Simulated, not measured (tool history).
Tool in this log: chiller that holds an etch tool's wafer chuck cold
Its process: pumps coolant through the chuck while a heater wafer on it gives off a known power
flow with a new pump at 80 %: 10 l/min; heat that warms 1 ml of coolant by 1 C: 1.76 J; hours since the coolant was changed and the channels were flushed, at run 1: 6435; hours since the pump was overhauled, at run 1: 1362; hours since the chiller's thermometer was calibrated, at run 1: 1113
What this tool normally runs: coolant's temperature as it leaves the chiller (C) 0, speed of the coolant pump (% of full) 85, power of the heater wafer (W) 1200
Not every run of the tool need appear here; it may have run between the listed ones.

run   hour  coolant's temperature as it leaves the chiller (C)  speed of the coolant pump (% of full)  power of the heater wafer (W)  hours since the coolant was changed and the channels were flushed  hours since the pump was overhauled  hours since the chiller's thermometer was calibrated  chuck's temperature once it has settled (C)  how much warmer the coolant comes back (C)
  1      0                                                   0                                     85                           1200                                                               6435                                 1362                                                  1113                                           10                                        3.93
  2   84.7                                                   0                                     85                           1200                                                               6520                                 1446                                                  1197                                          9.8                                        3.97
  3  210.3                                                   0                                     85                           1200                                                               6645                                 1572                                                  1323                                          9.6                                        3.88
  4  270.4                                                   0                                     85                           1200                                                               6705                                 1632                                                  1383                                          9.7                                        3.95
  5  337.4                                                   0                                     85                           1200                                                               6772                                 1699                                                  1450                                          9.8                                        3.94
  6  463.3                                                   0                                     85                           1200                                                               6898                                 1825                                                  1576                                          9.8                                        3.95

What does the tool deliver on the next run?
  7  530.5                                                   1                                     88                           1200                                                               6966                                 1892                                                  1643                                            ?                                           ?

{"run 7": {"chuck's temperature once it has settled (C)": 10.6, "how much warmer the coolant comes back (C)": 3.81}}
On a tool with no hidden condition, and with the same random variation, this run would have come out at chuck's temperature once it has settled (C) 9.1, how much warmer the coolant comes back (C) 3.72.
